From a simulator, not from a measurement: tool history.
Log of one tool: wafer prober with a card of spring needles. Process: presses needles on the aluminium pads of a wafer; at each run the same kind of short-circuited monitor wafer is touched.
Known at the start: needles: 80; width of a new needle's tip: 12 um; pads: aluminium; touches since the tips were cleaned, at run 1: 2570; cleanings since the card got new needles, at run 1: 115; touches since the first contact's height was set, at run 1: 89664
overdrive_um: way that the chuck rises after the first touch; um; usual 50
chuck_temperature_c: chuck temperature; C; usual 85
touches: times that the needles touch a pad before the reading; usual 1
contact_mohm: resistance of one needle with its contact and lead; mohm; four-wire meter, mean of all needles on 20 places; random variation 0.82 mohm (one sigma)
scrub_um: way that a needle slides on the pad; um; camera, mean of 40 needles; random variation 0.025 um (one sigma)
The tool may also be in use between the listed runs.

run,day,overdrive_um,chuck_temperature_c,touches,touches since the tips were cleaned,cleanings since the card got new needles,touches since the first contact's height was set,contact_mohm,scrub_um
1,0,50,85,1,2570,115,89664,269.5,12.33
# day 0.288: tips cleaned on abrasive film
# day 0.883: tips cleaned on abrasive film
# day 1.633: tips cleaned on abrasive film
# day 2.229: tips cleaned on abrasive film
2,2.5,50,85,1,1789,119,106200,268.4,12.25
# day 2.95: tips cleaned on abrasive film
# day 3.546: tips cleaned on abrasive film
# day 4.146: tips cleaned on abrasive film
# day 4.746: tips cleaned on abrasive film
3,4.979,50,85,1,1550,123,122596,266.9,12.21
# day 5.429: tips cleaned on abrasive film
# day 6.142: tips cleaned on abrasive film
# day 6.888: tips cleaned on abrasive film
# day 7.488: tips cleaned on abrasive film
4,7.783,50,85,3,1986,127,141180,265.9,12.14
# day 8.092: tips cleaned on abrasive film
# day 8.821: tips cleaned on abrasive film
# day 9.421: tips cleaned on abrasive film
# day 10.062: tips cleaned on abrasive film
5,10.062,50,85,1,0,131,156237,264.4,12.15
# day 10.792: tips cleaned on abrasive film
# day 11.538: tips cleaned on abrasive film
# day 12.138: tips cleaned on abrasive film
6,12.546,50,85,1,2718,134,172703,270.8,12.11
# day 12.846: tips cleaned on abrasive film
# day 13.446: tips cleaned on abrasive film
# day 14.154: tips cleaned on abrasive film
7,14.154,50,85,1,0,137,183325,263.7,12.11
# day 14.9: tips cleaned on abrasive film
# day 15.646: tips cleaned on abrasive film
# day 16.388: tips cleaned on abrasive film
8,16.908,50,85,1,3486,140,201600,273.9,12.05
# day 17.062: tips cleaned on abrasive film
# day 17.658: tips cleaned on abrasive film
# day 18.408: tips cleaned on abrasive film
# day 18.567: height of the first contact set anew
9,18.875,50,85,1,3037,143,2047,272.4,11.85
# day 19.029: tips cleaned on abrasive film
# day 19.775: tips cleaned on abrasive film
# day 20.375: tips cleaned on abrasive film
# day 21.112: tips cleaned on abrasive film
10,21.558,50,85,1,2955,147,19794,271.9,11.77
# day 21.858: tips cleaned on abrasive film
# day 22.596: tips cleaned on abrasive film
# day 23.321: tips cleaned on abrasive film
11,23.471,50,79,2,1006,150,32471,264.4,11.76
# day 24.067: tips cleaned on abrasive film
# day 24.662: tips cleaned on abrasive film
12,24.829,59,79,2,1110,152,41464,264.1,13.99
# day 25.275: tips cleaned on abrasive film
# day 26.017: tips cleaned on abrasive film
# day 26.612: tips cleaned on abrasive film
# day 27.354: tips cleaned on abrasive film
# day 28.067: tips cleaned on abrasive film
13,28.067,67,51,2,0,157,62884,251.2,15.94
# day 28.812: tips cleaned on abrasive film
# day 29.558: tips cleaned on abrasive film
14,29.838,32,49,2,1863,159,74625,276.4,7.12

Forecast each of these 4 alternatives for the next run:
# day 30.267: tips cleaned on abrasive film
# day 31.012: tips cleaned on abrasive film
# day 31.471: height of the first contact set anew, once more
# day 31.625: tips cleaned on abrasive film
A,31.658,64,61,2,227,162,1217,?,?
# day 30.267: tips cleaned on abrasive film
# day 31.012: tips cleaned on abrasive film
# day 31.471: height of the first contact set anew, once more
# day 31.625: tips cleaned on abrasive film
B,31.658,50,81,1,227,162,1217,?,?
# day 30.267: tips cleaned on abrasive film
# day 31.012: tips cleaned on abrasive film
# day 31.471: height of the first contact set anew, once more
# day 31.625: tips cleaned on abrasive film
C,31.658,53,35,1,227,162,1217,?,?
# day 30.267: tips cleaned on abrasive film
# day 31.012: tips cleaned on abrasive film
# day 31.471: height of the first contact set anew, once more
# day 31.625: tips cleaned on abrasive film
D,31.658,50,58,1,227,162,1217,?,?

run,contact_mohm,scrub_um
A,254.8,16.1
B,264.5,12.53
C,250.2,13.32
D,257.5,12.57
Without the tool's hidden state the same runs would have given:
run,contact_mohm,scrub_um
A,254,16.11
B,260.5,12.55
C,246.5,13.33
D,253.3,12.58
